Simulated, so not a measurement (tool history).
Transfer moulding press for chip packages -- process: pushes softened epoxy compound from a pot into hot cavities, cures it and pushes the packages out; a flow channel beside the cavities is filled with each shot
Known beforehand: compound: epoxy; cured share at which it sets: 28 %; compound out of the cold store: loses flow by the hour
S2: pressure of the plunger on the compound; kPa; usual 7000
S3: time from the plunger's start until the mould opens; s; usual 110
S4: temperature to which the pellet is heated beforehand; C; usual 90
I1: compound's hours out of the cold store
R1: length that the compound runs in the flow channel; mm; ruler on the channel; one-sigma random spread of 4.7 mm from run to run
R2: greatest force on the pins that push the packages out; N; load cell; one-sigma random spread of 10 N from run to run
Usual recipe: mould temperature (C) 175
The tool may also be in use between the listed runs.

run 1 day=0 | mould_temperature_(C)=175 S2=7000 S3=110 S4=90 | I1=30.9 | R1=908 R2=759
-- day=1.358 cavities cleaned with cleaning compound and waxed
run 2 day=2.042 | mould_temperature_(C)=175 S2=7000 S3=110 S4=90 | I1=14.5 | R1=962 R2=627
run 3 day=3.558 | mould_temperature_(C)=168 S2=7000 S3=110 S4=90 | I1=21.1 | R1=958 R2=1318
-- day=4.529 cavities cleaned with cleaning compound and waxed
run 4 day=5.833 | mould_temperature_(C)=168 S2=8280 S3=110 S4=90 | I1=30.3 | R1=1005 R2=1113
-- day=7.746 cavities cleaned with cleaning compound and waxed
run 5 day=7.746 | mould_temperature_(C)=175 S2=7000 S3=110 S4=90 | I1=13 | R1=956 R2=485
run 6 day=9.517 | mould_temperature_(C)=175 S2=7000 S3=110 S4=90 | I1=18.2 | R1=931 R2=736
-- day=10.175 plunger's sealing rings changed
-- day=10.996 cavities cleaned with cleaning compound and waxed
run 7 day=12.117 | mould_temperature_(C)=175 S2=7000 S3=110 S4=90 | I1=19.4 | R1=951 R2=646
run 8 day=13.354 | mould_temperature_(C)=175 S2=7000 S3=110 S4=83 | I1=25.9 | R1=922 R2=793
-- day=13.821 mould's thermocouples calibrated
-- day=14.233 cavities cleaned with cleaning compound and waxed
run 9 day=15.812 | mould_temperature_(C)=175 S2=7000 S3=127 S4=90 | I1=25 | R1=928 R2=619
-- day=17.454 cavities cleaned with cleaning compound and waxed
run 10 day=18.292 | mould_temperature_(C)=175 S2=7000 S3=110 S4=90 | I1=33.3 | R1=882 R2=607
run 11 day=20.167 | mould_temperature_(C)=175 S2=7000 S3=110 S4=90 | I1=12.1 | R1=964 R2=830
-- day=20.65 cavities cleaned with cleaning compound and waxed
-- day=21.729 plunger's sealing rings changed
run 12 day=22.167 | mould_temperature_(C)=175 S2=7000 S3=110 S4=90 | I1=11.3 | R1=971 R2=701
-- day=24.054 cavities cleaned with cleaning compound and waxed
run 13 day=24.208 | mould_temperature_(C)=175 S2=7000 S3=110 S4=90 | I1=41.2 | R1=883 R2=465
-- day=26.671 mould's thermocouples calibrated, once more
run 14 day=26.671 | mould_temperature_(C)=175 S2=7000 S3=110 S4=90 | I1=15.6 | R1=956 R2=874
-- day=27.275 cavities cleaned with cleaning compound and waxed
run 15 day=27.983 | mould_temperature_(C)=168 S2=7000 S3=110 S4=90 | I1=15.3 | R1=972 R2=1040
run 16 day=30.104 | mould_temperature_(C)=168 S2=7000 S3=110 S4=90 | I1=11 | R1=997 R2=1437
-- day=30.471 cavities cleaned with cleaning compound and waxed
run 17 day=32.396 | mould_temperature_(C)=168 S2=7000 S3=110 S4=90 | I1=15.1 | R1=971 R2=1313
-- day=33.221 plunger's sealing rings changed
-- day=33.771 cavities cleaned with cleaning compound and waxed
run 18 day=35.025 | mould_temperature_(C)=181 S2=6270 S3=110 S4=90 | I1=43.9 | R1=811 R2=551
-- day=36.875 cavities cleaned with cleaning compound and waxed
run 19 day=36.958 | mould_temperature_(C)=181 S2=6270 S3=110 S4=90 | I1=13.5 | R1=897 R2=420
run 20 day=39.225 | mould_temperature_(C)=171 S2=6270 S3=110 S4=90 | I1=21.5 | R1=903 R2=1069
-- day=40.092 cavities cleaned with cleaning compound and waxed
run 21 day=41.408 | mould_temperature_(C)=171 S2=6270 S3=110 S4=90 | I1=40.4 | R1=839 R2=877
-- day=43.304 cavities cleaned with cleaning compound and waxed
run 22 day=43.512 | mould_temperature_(C)=174 S2=6250 S3=148 S4=92 | I1=32.1 | R1=853 R2=417
-- day=44.725 plunger's sealing rings changed
run 23 day=45.075 | mould_temperature_(C)=169 S2=6250 S3=91 S4=89 | I1=37.2 | R1=864 R2=1651
-- day=46.675 cavities cleaned with cleaning compound and waxed
run 24 day=47.383 | mould_temperature_(C)=169 S2=6250 S3=91 S4=89 | I1=21 | R1=907 R2=1437
run 25 day=49.238 | mould_temperature_(C)=175 S2=7000 S3=147 S4=90 | I1=40.5 | R1=875 R2=666
-- day=49.854 cavities cleaned with cleaning compound and waxed
run 26 day=50.612 | mould_temperature_(C)=179 S2=7000 S3=146 S4=90 | I1=44.3 | R1=859 R2=498

Forecast each of these 3 alternatives for the next run:
run A day=51.933 | mould_temperature_(C)=181 S2=7000 S3=146 S4=90 | I1=35.7 | R1=? R2=?
run B day=51.933 | mould_temperature_(C)=175 S2=7000 S3=135 S4=90 | I1=39 | R1=? R2=?
run C day=51.933 | mould_temperature_(C)=175 S2=7950 S3=110 S4=90 | I1=20.6 | R1=? R2=?

run=A R1=866 R2=613
run=B R1=873 R2=643
run=C R1=1001 R2=804
Take away the tool's hidden state, keep each run's random variation, and the runs would have read:
run=A R1=882 R2=364
run=B R1=889 R2=383
run=C R1=1019 R2=488
